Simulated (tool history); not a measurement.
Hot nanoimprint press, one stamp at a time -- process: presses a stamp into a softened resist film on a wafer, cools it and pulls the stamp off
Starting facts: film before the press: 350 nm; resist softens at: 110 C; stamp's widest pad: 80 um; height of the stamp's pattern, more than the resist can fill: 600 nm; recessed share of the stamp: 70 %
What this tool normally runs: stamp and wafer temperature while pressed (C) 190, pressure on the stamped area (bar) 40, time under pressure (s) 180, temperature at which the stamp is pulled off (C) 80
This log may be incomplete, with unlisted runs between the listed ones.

| run | hour | stamp and wafer temperature while pressed (C) | pressure on the stamped area (bar) | time under pressure (s) | temperature at which the stamp is pulled off (C) | resist left under the stamp's widest pad (angstrom) | greatest force while the stamp is pulled off (N) |
|---|---|---|---|---|---|---|---|
| 1 | 0 | 190 | 40 | 180 | 80 | 1957 | 189 |
| 2 | 28.9 | 190 | 40 | 180 | 80 | 1957 | 190 |
| 3 | 55.3 | 190 | 40 | 102 | 80 | 2305 | 193 |
| 4 | 78 | 190 | 40 | 102 | 80 | 2312 | 186 |
| 5 | 105.4 | 190 | 40 | 160 | 80 | 2056 | 186 |
| 6 | 155.2 | 190 | 40 | 160 | 80 | 2063 | 198 |
| 7 | 197.9 | 190 | 35.5 | 180 | 80 | 2051 | 201 |
| 8 | 241.2 | 190 | 40 | 180 | 80 | 1986 | 189 |
| 9 | 287.3 | 190 | 40 | 180 | 80 | 1990 | 204 |
| 10 | 319.9 | 190 | 40 | 180 | 80 | 1988 | 205 |
| 11 | 367.5 | 190 | 40 | 180 | 75 | 2003 | 224 |
| 12 | 410.3 | 190 | 40 | 180 | 75 | 2016 | 225 |
| 13 | 444.5 | 190 | 40 | 180 | 75 | 2006 | 230 |
| 14 | 470.1 | 190 | 40 | 180 | 75 | 2016 | 229 |
| 15 | 503.3 | 190 | 40 | 180 | 75 | 2037 | 237 |
| 16 | 556.9 | 190 | 40 | 180 | 75 | 1946 | 234 |
| 17 | 579.7 | 190 | 26.7 | 321 | 80 | 1931 | 210 |
| 18 | 626.2 | 190 | 26.7 | 321 | 80 | 1933 | 214 |
| 19 | 661.5 | 190 | 43 | 321 | 80 | 1561 | 218 |
| 20 | 719 | 196 | 40 | 180 | 72 | 1746 | 218 |
| 21 | 755.3 | 196 | 40 | 180 | 72 | 1721 | 216 |
| 22 | 798.7 | 180 | 53.3 | 312 | 80 | 1884 | 195 |
| 23 | 841.6 | 190 | 48.3 | 180 | 80 | 1832 | 196 |
| 24 | 885.1 | 198 | 48.3 | 180 | 80 | 1534 | 191 |
| 25 | 926.4 | 198 | 32.7 | 158 | 80 | 1926 | 205 |
| 26 | 954.4 | 198 | 32.7 | 158 | 80 | 1901 | 196 |
| 27 | 1002.4 | 198 | 32.7 | 158 | 80 | 1885 | 199 |
| 28 | 1034.2 | 198 | 60.5 | 323 | 69 | 1108 | 247 |
| 29 | 1074.7 | 187 | 39.3 | 180 | 84 | 2165 | 195 |
| 30 | 1119.6 | 199 | 39.3 | 180 | 79 | 1676 | 216 |

Not shown here: 3 entries made in the log between runs. Locate each between two listed runs and compare the hidden state at the listed run before it with the hidden state at the listed run after it:
Run 10 -> run 11: plate thermocouple calibrated (hour 326.2)
  true temperature over the reading, C: -0.75 -> -1.05; pressure that arrives at the usual setting, %: 95.35 -> 95.17; grip of the stamp's worn release coat, % over a new coat's: 6.5 -> 7.4
  measured value less the no-hidden-state value, resist left under the stamp's widest pad (angstrom): +72 -> +87; greatest force while the stamp is pulled off (N): +15 -> +19
Run 15 -> run 16: plate thermocouple calibrated, once more (hour 556.9)
  true temperature over the reading, C: -1.25 -> 0.02; pressure that arrives at the usual setting, %: 94.68 -> 94.5; grip of the stamp's worn release coat, % over a new coat's: 10.1 -> 11.2
  measured value less the no-hidden-state value, resist left under the stamp's widest pad (angstrom): +101 -> +45; greatest force while the stamp is pulled off (N): +26 -> +24
Run 19 -> run 20: stamp cleaned and given a new release coat (hour 681.7)
  true temperature over the reading, C: -0.13 -> -0.21; pressure that arrives at the usual setting, %: 94.1 -> 93.91; grip of the stamp's worn release coat, % over a new coat's: 13.3 -> 0.8
  measured value less the no-hidden-state value, resist left under the stamp's widest pad (angstrom): +54 -> +58; greatest force while the stamp is pulled off (N): +26 -> +3

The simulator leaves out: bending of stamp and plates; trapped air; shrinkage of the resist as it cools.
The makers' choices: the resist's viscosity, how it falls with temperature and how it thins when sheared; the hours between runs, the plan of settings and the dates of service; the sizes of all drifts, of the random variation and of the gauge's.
